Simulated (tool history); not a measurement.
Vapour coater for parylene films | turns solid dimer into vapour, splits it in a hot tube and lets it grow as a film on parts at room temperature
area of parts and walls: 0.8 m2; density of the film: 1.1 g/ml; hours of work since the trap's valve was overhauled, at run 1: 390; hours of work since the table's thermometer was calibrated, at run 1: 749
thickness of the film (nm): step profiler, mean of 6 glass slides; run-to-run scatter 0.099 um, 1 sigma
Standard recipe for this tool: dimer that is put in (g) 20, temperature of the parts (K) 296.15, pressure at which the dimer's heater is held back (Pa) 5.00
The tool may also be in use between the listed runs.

| run | hour | dimer that is put in (g) | temperature of the parts (K) | pressure at which the dimer's heater is held back (Pa) | hours of work since the trap's valve was overhauled | hours of work since the table's thermometer was calibrated | thickness of the film (nm) |
|---|---|---|---|---|---|---|---|
| 1 | 0.0 | 20 | 296.15 | 5.00 | 390 | 749 | 11180 |
| 2 | 19.9 | 20 | 296.15 | 5.00 | 404 | 762 | 11170 |
| 3 | 55.8 | 20 | 296.15 | 5.00 | 429 | 787 | 10960 |
| 4 | 91.7 | 20 | 296.15 | 5.00 | 454 | 812 | 10850 |
| 5 | 116.6 | 20 | 296.15 | 5.00 | 471 | 830 | 10800 |
|  | 138.8 | trap's valve overhauled |
| 6 | 165.4 | 20 | 308.15 | 5.00 | 18 | 861 | 8660 |
| 7 | 190.9 | 20 | 296.15 | 2.68 | 36 | 878 | 13770 |
| 8 | 237.5 | 20 | 296.15 | 2.68 | 69 | 911 | 13780 |
| 9 | 269.2 | 20 | 296.15 | 2.68 | 91 | 933 | 13600 |
| 10 | 317.2 | 20 | 296.15 | 2.68 | 124 | 966 | 13510 |
| 11 | 338.6 | 20 | 296.15 | 5.00 | 139 | 981 | 11710 |
| 12 | 378.3 | 20 | 296.15 | 5.00 | 166 | 1009 | 11710 |
| 13 | 403.0 | 20 | 296.15 | 5.00 | 183 | 1026 | 11710 |
| 14 | 445.7 | 20 | 296.15 | 5.00 | 213 | 1055 | 11680 |
| 15 | 474.2 | 20 | 296.15 | 5.00 | 233 | 1075 | 11440 |
|  | 518.7 | table's thermometer calibrated |
| 16 | 523.2 | 20 | 296.15 | 5.00 | 266 | 3 | 11300 |
| 17 | 566.3 | 20 | 296.15 | 5.00 | 296 | 33 | 11210 |
| 18 | 593.5 | 20 | 296.15 | 5.00 | 315 | 52 | 11170 |
| 19 | 631.8 | 25 | 304.15 | 10.29 | 342 | 79 | 9350 |
| 20 | 665.0 | 25 | 304.15 | 10.29 | 365 | 102 | 9430 |
| 21 | 704.0 | 8 | 296.15 | 5.93 | 392 | 129 | 4180 |
| 22 | 753.0 | 18 | 291.15 | 8.65 | 426 | 163 | 10020 |
| 23 | 782.9 | 18 | 291.15 | 8.65 | 447 | 184 | 10030 |
| 24 | 820.4 | 18 | 291.15 | 6.15 | 473 | 210 | 10600 |
|  | 839.3 | trap's valve overhauled |
| 25 | 867.2 | 20 | 291.15 | 2.81 | 19 | 239 | 15760 |
| 26 | 902.6 | 20 | 292.15 | 5.00 | 44 | 264 | 13470 |
| 27 | 940.8 | 28 | 292.15 | 5.00 | 71 | 290 | 18780 |
| 28 | 975.8 | 27 | 302.15 | 5.00 | 95 | 315 | 13400 |
| 29 | 998.7 | 21 | 296.15 | 5.00 | 111 | 331 | 12280 |
| 30 | 1037.6 | 24 | 297.15 | 5.00 | 138 | 358 | 13590 |
| 31 | 1086.2 | 30 | 307.15 | 5.00 | 172 | 391 | 12640 |
| 32 | 1131.1 | 14 | 296.15 | 11.82 | 203 | 423 | 6820 |
| 33 | 1172.7 | 14 | 296.15 | 11.82 | 232 | 452 | 6670 |
| 34 | 1211.5 | 24 | 294.15 | 3.15 | 258 | 478 | 16030 |
| 35 | 1237.9 | 28 | 288.15 | 4.63 | 277 | 497 | 20360 |

Pick out some run-to-run changes in thickness of the film (nm). Of each, how much would a tool without hidden state show as well, from the settings, what came in and chance, and how much is left for the hidden state and any gauge scatter not in both results compared?
What the log doesn't record here: vapour lost through the trap's worn valve, %; true temperature of the parts over the reading, C; drift of the gauge itself on film_um, %.
Run 5 -> 6: temperature of the parts (K) 296.15 -> 308.15, trap's valve overhauled. thickness of the film (nm) -2140: hidden state +1330, all else -3470.
Run 21 -> 22: dimer that is put in (g) 8 -> 18, temperature of the parts (K) 296.15 -> 291.15, pressure at which the dimer's heater is held back (Pa) 5.93 -> 8.65. thickness of the film (nm) +5840: hidden state -750, all else +6590.
Run 24 -> 25: dimer that is put in (g) 18 -> 20, pressure at which the dimer's heater is held back (Pa) 6.15 -> 2.81, trap's valve overhauled. thickness of the film (nm) +5160: hidden state +1280, all else +3880.
Run 31 -> 32: dimer that is put in (g) 30 -> 14, temperature of the parts (K) 307.15 -> 296.15, pressure at which the dimer's heater is held back (Pa) 5.00 -> 11.82. thickness of the film (nm) -5820: hidden state +240, all else -6060.
Run 33 -> 34: dimer that is put in (g) 14 -> 24, temperature of the parts (K) 296.15 -> 294.15, pressure at which the dimer's heater is held back (Pa) 11.82 -> 3.15. thickness of the film (nm) +9360: hidden state -720, all else +10080.

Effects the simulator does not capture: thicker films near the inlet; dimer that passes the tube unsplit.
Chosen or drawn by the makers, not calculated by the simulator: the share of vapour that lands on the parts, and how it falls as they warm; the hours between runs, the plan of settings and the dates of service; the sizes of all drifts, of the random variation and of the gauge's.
